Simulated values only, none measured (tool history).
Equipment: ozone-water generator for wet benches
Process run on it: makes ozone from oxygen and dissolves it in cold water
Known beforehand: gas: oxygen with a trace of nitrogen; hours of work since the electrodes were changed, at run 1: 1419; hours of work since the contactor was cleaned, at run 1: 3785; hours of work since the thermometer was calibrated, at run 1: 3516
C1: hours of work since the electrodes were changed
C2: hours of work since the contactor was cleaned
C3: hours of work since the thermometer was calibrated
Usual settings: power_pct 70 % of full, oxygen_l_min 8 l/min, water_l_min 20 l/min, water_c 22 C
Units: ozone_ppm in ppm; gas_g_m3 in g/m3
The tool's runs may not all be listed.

run 1 day=0 | power_pct=70 oxygen_l_min=8 water_l_min=20 water_c=22 | C1=1419 C2=3785 C3=3516 | ozone_ppm=15.7 gas_g_m3=162.7
run 2 day=1.912 | power_pct=70 oxygen_l_min=8 water_l_min=24 water_c=22 | C1=1455 C2=3820 C3=3551 | ozone_ppm=13.7 gas_g_m3=162.6
-- day=2.229 water thermometer calibrated
run 3 day=4.229 | power_pct=83 oxygen_l_min=8 water_l_min=20 water_c=22 | C1=1497 C2=3863 C3=37 | ozone_ppm=18.4 gas_g_m3=189.8
run 4 day=6.058 | power_pct=83 oxygen_l_min=8 water_l_min=20 water_c=22 | C1=1531 C2=3897 C3=71 | ozone_ppm=18.4 gas_g_m3=187.5
run 5 day=7.55 | power_pct=83 oxygen_l_min=8 water_l_min=20 water_c=22 | C1=1559 C2=3925 C3=99 | ozone_ppm=18.5 gas_g_m3=187.7
run 6 day=9.662 | power_pct=70 oxygen_l_min=7.72 water_l_min=20 water_c=22 | C1=1599 C2=3964 C3=139 | ozone_ppm=15.8 gas_g_m3=167
run 7 day=12.242 | power_pct=70 oxygen_l_min=13.46 water_l_min=20 water_c=22 | C1=1647 C2=4013 C3=187 | ozone_ppm=13.4 gas_g_m3=115.3
run 8 day=15.1 | power_pct=70 oxygen_l_min=13.46 water_l_min=23 water_c=22 | C1=1700 C2=4066 C3=240 | ozone_ppm=12.1 gas_g_m3=115.3
run 9 day=16.633 | power_pct=70 oxygen_l_min=8 water_l_min=20 water_c=22 | C1=1729 C2=4094 C3=269 | ozone_ppm=15.7 gas_g_m3=161.2
run 10 day=19.458 | power_pct=70 oxygen_l_min=11.64 water_l_min=20 water_c=22 | C1=1781 C2=4147 C3=321 | ozone_ppm=14 gas_g_m3=126.3
run 11 day=23.162 | power_pct=70 oxygen_l_min=9.97 water_l_min=20 water_c=22 | C1=1850 C2=4216 C3=390 | ozone_ppm=14.6 gas_g_m3=138.8
run 12 day=26.792 | power_pct=70 oxygen_l_min=8.18 water_l_min=20 water_c=22 | C1=1918 C2=4284 C3=458 | ozone_ppm=15.6 gas_g_m3=157.8
run 13 day=29.9 | power_pct=70 oxygen_l_min=12.04 water_l_min=16 water_c=22 | C1=1976 C2=4342 C3=516 | ozone_ppm=16.1 gas_g_m3=123.2
run 14 day=31.912 | power_pct=43 oxygen_l_min=4.79 water_l_min=16 water_c=22 | C1=2013 C2=4379 C3=553 | ozone_ppm=13.7 gas_g_m3=149.1
run 15 day=34.071 | power_pct=70 oxygen_l_min=4.38 water_l_min=20 water_c=22 | C1=2054 C2=4420 C3=594 | ozone_ppm=17.2 gas_g_m3=236.3
run 16 day=36.362 | power_pct=70 oxygen_l_min=8 water_l_min=19 water_c=15 | C1=2096 C2=4462 C3=636 | ozone_ppm=18.5 gas_g_m3=160.5
run 17 day=39.442 | power_pct=69 oxygen_l_min=7.92 water_l_min=15 water_c=15 | C1=2154 C2=4520 C3=694 | ozone_ppm=21.8 gas_g_m3=160.3
run 18 day=41.879 | power_pct=83 oxygen_l_min=10.69 water_l_min=22 water_c=26 | C1=2199 C2=4565 C3=739 | ozone_ppm=14.4 gas_g_m3=154.7
run 19 day=44.7 | power_pct=70 oxygen_l_min=4.3 water_l_min=17 water_c=22 | C1=2252 C2=4618 C3=792 | ozone_ppm=19.8 gas_g_m3=241.6
run 20 day=47.654 | power_pct=41 oxygen_l_min=14.16 water_l_min=14 water_c=15 | C1=2307 C2=4673 C3=847 | ozone_ppm=12.1 gas_g_m3=70.4
run 21 day=51.192 | power_pct=41 oxygen_l_min=14.16 water_l_min=14 water_c=15 | C1=2373 C2=4739 C3=913 | ozone_ppm=12 gas_g_m3=69.7
run 22 day=54.871 | power_pct=50 oxygen_l_min=10.55 water_l_min=31 water_c=22 | C1=2441 C2=4807 C3=981 | ozone_ppm=7.5 gas_g_m3=100.5
run 23 day=58.008 | power_pct=50 oxygen_l_min=10.55 water_l_min=31 water_c=22 | C1=2500 C2=4866 C3=1040 | ozone_ppm=7.5 gas_g_m3=100.9

Predict each of these 5 candidate next runs independently; none follows another, all start after run 23:
run A day=61.417 | power_pct=79 oxygen_l_min=10.55 water_l_min=31 water_c=22 | C1=2563 C2=4929 C3=1103 | ozone_ppm=? gas_g_m3=?
run B day=61.417 | power_pct=50 oxygen_l_min=8 water_l_min=19 water_c=15 | C1=2563 C2=4929 C3=1103 | ozone_ppm=? gas_g_m3=?
run C day=61.417 | power_pct=82 oxygen_l_min=6.3 water_l_min=12 water_c=22 | C1=2563 C2=4929 C3=1103 | ozone_ppm=? gas_g_m3=?
run D day=61.417 | power_pct=70 oxygen_l_min=6.99 water_l_min=29 water_c=23 | C1=2563 C2=4929 C3=1103 | ozone_ppm=? gas_g_m3=?
run E day=61.417 | power_pct=49 oxygen_l_min=10.55 water_l_min=27 water_c=27 | C1=2563 C2=4929 C3=1103 | ozone_ppm=? gas_g_m3=?

run=A ozone_ppm=11.1 gas_g_m3=146.5
run=B ozone_ppm=13.7 gas_g_m3=119.2
run=C ozone_ppm=27.3 gas_g_m3=213.1
run=D ozone_ppm=11.2 gas_g_m3=173.3
run=E ozone_ppm=7.8 gas_g_m3=97.1
Stripped of hidden state, with their random variation kept, the same runs would have yielded:
run=A ozone_ppm=12.3 gas_g_m3=153
run=B ozone_ppm=14.8 gas_g_m3=122.5
run=C ozone_ppm=29.8 gas_g_m3=222.8
run=D ozone_ppm=12.3 gas_g_m3=180.2
run=E ozone_ppm=8.4 gas_g_m3=99.8

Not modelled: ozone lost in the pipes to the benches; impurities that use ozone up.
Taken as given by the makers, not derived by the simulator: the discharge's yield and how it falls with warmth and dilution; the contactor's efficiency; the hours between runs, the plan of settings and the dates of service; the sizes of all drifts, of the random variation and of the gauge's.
